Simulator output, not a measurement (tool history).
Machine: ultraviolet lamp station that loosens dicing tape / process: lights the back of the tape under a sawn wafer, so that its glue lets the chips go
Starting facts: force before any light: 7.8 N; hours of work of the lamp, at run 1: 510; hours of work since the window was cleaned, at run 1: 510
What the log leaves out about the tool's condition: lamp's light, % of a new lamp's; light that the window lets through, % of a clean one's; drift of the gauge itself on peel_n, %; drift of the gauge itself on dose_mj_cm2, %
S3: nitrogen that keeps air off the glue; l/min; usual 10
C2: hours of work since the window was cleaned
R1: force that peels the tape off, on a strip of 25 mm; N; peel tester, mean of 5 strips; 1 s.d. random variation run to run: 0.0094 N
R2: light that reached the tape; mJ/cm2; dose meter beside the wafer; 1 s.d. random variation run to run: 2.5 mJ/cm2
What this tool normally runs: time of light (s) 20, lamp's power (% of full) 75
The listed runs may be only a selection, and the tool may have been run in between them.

Run 1, hour 0.0: usual settings; hours of work of the lamp 510; C2 510. Result: R1 1.112 N, R2 174 mJ/cm2.
Run 2, hour 33.4: usual settings; hours of work of the lamp 527; C2 527. Result: R1 1.149 N, R2 174 mJ/cm2.
Run 3, hour 74.5: usual settings; hours of work of the lamp 549; C2 549. Result: R1 1.232 N, R2 170 mJ/cm2.
Run 4, hour 114.9: usual settings; hours of work of the lamp 570; C2 570. Result: R1 1.270 N, R2 162 mJ/cm2.
Run 5, hour 151.5: usual settings; hours of work of the lamp 589; C2 589. Result: R1 1.357 N, R2 162 mJ/cm2.
Run 6, hour 177.6: usual settings but time of light (s) 17; hours of work of the lamp 603; C2 603. Result: R1 1.784 N, R2 135 mJ/cm2.
Run 7, hour 208.8: usual settings but S3 13 l/min; hours of work of the lamp 619; C2 619. Result: R1 1.223 N, R2 160 mJ/cm2.
Run 8, hour 249.1: usual settings but S3 13 l/min; hours of work of the lamp 641; C2 641. Result: R1 1.209 N, R2 150 mJ/cm2.
At hour 253.4: lamp changed.
At hour 287.7: window cleaned of glue's vapour.
Run 9, hour 297.7: usual settings but S3 5 l/min; hours of work of the lamp 23; C2 5. Result: R1 0.804 N, R2 277 mJ/cm2.
Run 10, hour 351.3: usual settings but S3 15 l/min; hours of work of the lamp 51; C2 33. Result: R1 0.326 N, R2 269 mJ/cm2.
Run 11, hour 388.8: usual settings but S3 20 l/min; hours of work of the lamp 71; C2 53. Result: R1 0.254 N, R2 270 mJ/cm2.
Run 12, hour 413.1: usual settings; hours of work of the lamp 84; C2 66. Result: R1 0.459 N, R2 260 mJ/cm2.
Run 13, hour 453.7: usual settings but S3 3 l/min; hours of work of the lamp 105; C2 87. Result: R1 1.279 N, R2 260 mJ/cm2.
Run 14, hour 501.2: usual settings but S3 3 l/min; hours of work of the lamp 130; C2 112. Result: R1 1.376 N, R2 255 mJ/cm2.
Run 15, hour 546.5: usual settings but lamp's power (% of full) 76; hours of work of the lamp 154; C2 136. Result: R1 0.540 N, R2 257 mJ/cm2.
Run 16, hour 595.3: usual settings but lamp's power (% of full) 76; hours of work of the lamp 179; C2 162. Result: R1 0.560 N, R2 247 mJ/cm2.
Run 17, hour 645.1: usual settings but lamp's power (% of full) 76; hours of work of the lamp 206; C2 188. Result: R1 0.572 N, R2 242 mJ/cm2.
Run 18, hour 683.1: usual settings but lamp's power (% of full) 76; hours of work of the lamp 226; C2 208. Result: R1 0.582 N, R2 239 mJ/cm2.
Run 19, hour 735.1: usual settings but lamp's power (% of full) 76; hours of work of the lamp 253; C2 235. Result: R1 0.630 N, R2 236 mJ/cm2.
Run 20, hour 787.0: usual settings but lamp's power (% of full) 76; hours of work of the lamp 280; C2 262. Result: R1 0.677 N, R2 230 mJ/cm2.
Run 21, hour 832.7: usual settings; hours of work of the lamp 304; C2 286. Result: R1 0.728 N, R2 220 mJ/cm2.
Run 22, hour 877.6: usual settings but time of light (s) 12; hours of work of the lamp 328; C2 310. Result: R1 1.850 N, R2 129 mJ/cm2.
Run 23, hour 923.8: usual settings but time of light (s) 12, lamp's power (% of full) 69, S3 17 l/min; hours of work of the lamp 352; C2 334. Result: R1 1.597 N, R2 115 mJ/cm2.
Run 24, hour 972.1: usual settings but time of light (s) 12, lamp's power (% of full) 68, S3 13 l/min; hours of work of the lamp 378; C2 360. Result: R1 1.953 N, R2 113 mJ/cm2.
Run 25, hour 1006.1: usual settings but lamp's power (% of full) 97; hours of work of the lamp 395; C2 378. Result: R1 0.481 N, R2 267 mJ/cm2.
Run 26, hour 1033.5: usual settings but time of light (s) 31, lamp's power (% of full) 85, S3 13 l/min; hours of work of the lamp 410; C2 392. Result: R1 0.180 N, R2 356 mJ/cm2.
Run 27, hour 1068.2: usual settings but lamp's power (% of full) 68; hours of work of the lamp 428; C2 410. Result: R1 1.100 N, R2 178 mJ/cm2.
Run 28, hour 1123.3: usual settings but time of light (s) 12, lamp's power (% of full) 97, S3 11 l/min; hours of work of the lamp 457; C2 439. Result: R1 1.420 N, R2 148 mJ/cm2.
Run 29, hour 1171.4: usual settings but time of light (s) 12, lamp's power (% of full) 97, S3 11 l/min; hours of work of the lamp 482; C2 465. Result: R1 1.465 N, R2 146 mJ/cm2.
Run 30, hour 1207.0: usual settings but time of light (s) 12, lamp's power (% of full) 97, S3 11 l/min; hours of work of the lamp 501; C2 483. Result: R1 1.533 N, R2 147 mJ/cm2.
Run 31, hour 1232.4: usual settings but time of light (s) 25; hours of work of the lamp 514; C2 497. Result: R1 0.660 N, R2 226 mJ/cm2.
Run 32, hour 1257.7: usual settings but time of light (s) 25; hours of work of the lamp 528; C2 510. Result: R1 0.705 N, R2 226 mJ/cm2.
Run 33, hour 1291.4: usual settings but time of light (s) 25, lamp's power (% of full) 77, S3 12 l/min; hours of work of the lamp 545; C2 528. Result: R1 0.578 N, R2 225 mJ/cm2.
Run 34, hour 1338.7: usual settings but time of light (s) 11, lamp's power (% of full) 77, S3 16 l/min; hours of work of the lamp 570; C2 552. Result: R1 2.212 N, R2 96 mJ/cm2.
Run 35, hour 1373.2: usual settings but time of light (s) 12, lamp's power (% of full) 96, S3 16 l/min; hours of work of the lamp 588; C2 571. Result: R1 1.470 N, R2 130 mJ/cm2.
Run 36, hour 1397.8: usual settings but time of light (s) 26, lamp's power (% of full) 87, S3 18 l/min; hours of work of the lamp 601; C2 584. Result: R1 0.345 N, R2 252 mJ/cm2.
Run 37, hour 1421.8: usual settings but time of light (s) 29, lamp's power (% of full) 66, S3 18 l/min; hours of work of the lamp 614; C2 596. Result: R1 0.549 N, R2 207 mJ/cm2.
Run 38, hour 1470.9: usual settings but time of light (s) 32, lamp's power (% of full) 73, S3 19 l/min; hours of work of the lamp 640; C2 622. Result: R1 0.340 N, R2 248 mJ/cm2.
At hour 1476.8: lamp changed.
Run 39, hour 1509.8: usual settings but time of light (s) 11, lamp's power (% of full) 60, S3 5 l/min; hours of work of the lamp 17; C2 642. Result: R1 2.988 N, R2 114 mJ/cm2.
At hour 1546.2: window cleaned of glue's vapour.
Run 40, hour 1554.4: usual settings but time of light (s) 25; hours of work of the lamp 41; C2 4. Result: R1 0.250 N, R2 344 mJ/cm2.
Run 41, hour 1582.7: usual settings but time of light (s) 25, lamp's power (% of full) 61; hours of work of the lamp 55; C2 19. Result: R1 0.429 N, R2 276 mJ/cm2.
Run 42, hour 1626.0: usual settings but time of light (s) 12; hours of work of the lamp 78; C2 42. Result: R1 1.387 N, R2 161 mJ/cm2.
Run 43, hour 1651.6: usual settings but time of light (s) 12; hours of work of the lamp 92; C2 55. Result: R1 1.362 N, R2 156 mJ/cm2.

Below are 3 alternative next runs, each starting from the tool's condition after run 43. Predict each:
Run A, hour 1690.9: usual settings but time of light (s) 15, lamp's power (% of full) 61; hours of work of the lamp 112; C2 76. Result: R1 ?, R2 ?.
Run B, hour 1690.9: usual settings but time of light (s) 23, lamp's power (% of full) 84, S3 11 l/min; hours of work of the lamp 112; C2 76. Result: R1 ?, R2 ?.
Run C, hour 1690.9: usual settings but time of light (s) 33, lamp's power (% of full) 82; hours of work of the lamp 112; C2 76. Result: R1 ?, R2 ?.

run     R1   R2
  A  1.367  156
  B  0.245  334
  C  0.133  463
What these runs would have given with no unlogged condition in the tool:
run     R1   R2
  A  1.161  171
  B  0.197  367
  C  0.117  508
